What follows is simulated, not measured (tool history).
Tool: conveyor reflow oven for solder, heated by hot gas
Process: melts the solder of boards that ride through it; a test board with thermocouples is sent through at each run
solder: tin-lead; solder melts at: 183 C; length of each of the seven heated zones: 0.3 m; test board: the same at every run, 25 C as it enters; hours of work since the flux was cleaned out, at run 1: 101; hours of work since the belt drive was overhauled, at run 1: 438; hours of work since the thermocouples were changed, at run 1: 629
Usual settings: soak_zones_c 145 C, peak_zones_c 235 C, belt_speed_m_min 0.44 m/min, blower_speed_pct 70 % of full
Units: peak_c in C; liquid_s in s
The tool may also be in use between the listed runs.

run   hour  soak_zones_c  peak_zones_c  belt_speed_m_min  blower_speed_pct  hours of work since the flux was cleaned out  hours of work since the belt drive was overhauled  hours of work since the thermocouples were changed  peak_c  liquid_s
  1      0           145           235              0.44                70                                           101                                                438                                                 629   215.5      62.5
  2     13           145           235              0.44                70                                           109                                                447                                                 638   215.3      62.4
  3   24.1           145           235              0.44                70                                           116                                                454                                                 645   215.1      62.2
  4   34.9           145           235              0.44                70                                           123                                                460                                                 652     215      62.2
  5     47           145           235             0.384                70                                           131                                                468                                                 659   219.1      76.1
  6   64.2           159           235             0.384                70                                           141                                                479                                                 670   221.1      85.5
  7   72.8           145           235              0.44                70                                           147                                                484                                                 676   214.8      62.1
  8   90.4           145           235              0.44                70                                           158                                                496                                                 687   214.9        62
  9  101.8           145           235              0.44                70                                           165                                                503                                                 694   214.9      61.7
 10  118.6           145           235              0.44                70                                           176                                                513                                                 704   214.8      61.9
 11  135.1           145           235              0.44                70                                           186                                                524                                                 715   214.9      61.8
 12  150.6           145           235              0.44                70                                           196                                                534                                                 725   214.6      61.7
     156.5  -- belt drive overhauled, speed set with a stopwatch
     164.9  -- flux residue cleaned out of gas plates and filters
 13  177.1           145           235             0.469                70                                             8                                                 10                                                 736   213.7      57.1
 14  186.5           145           235             0.469                52                                            14                                                 16                                                 742   208.1      49.7
 15  197.3           145           235             0.465                52                                            20                                                 23                                                 749     208      50.4
 16  216.3           145           235              0.44                58                                            32                                                 35                                                 761     212      58.8
 17  235.7           145           229             0.456                58                                            45                                                 47                                                 773   206.4      49.7
 18    251           145           238             0.523                64                                            54                                                 57                                                 782   210.1      46.5
 19  259.8           145           231             0.465                84                                            60                                                 62                                                 788   213.2      57.9
     275.7  -- belt drive overhauled, speed set with a stopwatch, once more
 20  276.4           145           231             0.465                84                                            68                                                  0                                                 796   212.7      56.7
 21  285.8           145           228             0.465                57                                            74                                                  6                                                 802   203.6      44.8
 22  306.2           145           228             0.465                57                                            87                                                 19                                                 815   203.2      44.6
 23    319           158           227             0.381                73                                            95                                                 27                                                 823   214.7      79.8
 24  328.2           145           244             0.514                86                                           101                                                 33                                                 829   220.4      56.2
 25  349.1           146           247              0.44                76                                           114                                                 46                                                 842     226      70.6
 26  369.7           145           235             0.464                70                                           127                                                 59                                                 855   212.7      55.9
 27  386.9           145           241              0.44                70                                           138                                                 70                                                 866     219      65.2
 28  401.4           133           241             0.369                70                                           147                                                 79                                                 875   222.6      76.6
 29  415.9           145           235              0.44                67                                           156                                                 89                                                 884   213.4      59.8
 30  432.1           145           244              0.41                64                                           166                                                 99                                                 894   222.5      72.4
 31    441           145           244              0.41                64                                           172                                                104                                                 900   222.2      72.4

Hidden state at the last listed run before each entry between runs and at the first one after, where it differs:
Between runs 12 and 13: belt drive overhauled, speed set with a stopwatch (hour 156.5); flux residue cleaned out of gas plates and filters (hour 164.9)
  heat that the gas passes to the board, % of a clean oven's: 94.6 -> 99.4; belt's true speed, % of the reading: 98.97 -> 98.82; true gas temperature in zones 6 and 7 over the reading, C: -2.08 -> -2.12
  measured less the result without the state, peak_c: -2.7 -> -1.5 C; liquid_s: -2 -> -0.6 s
Between runs 19 and 20: belt drive overhauled, speed set with a stopwatch, once more (hour 275.7)
  heat that the gas passes to the board, % of a clean oven's: 98.1 -> 97.8; belt's true speed, % of the reading: 98.71 -> 100.01; true gas temperature in zones 6 and 7 over the reading, C: -2.29 -> -2.32
  measured less the result without the state, peak_c: -2.1 -> -2.6 C; liquid_s: -1 -> -2.3 s
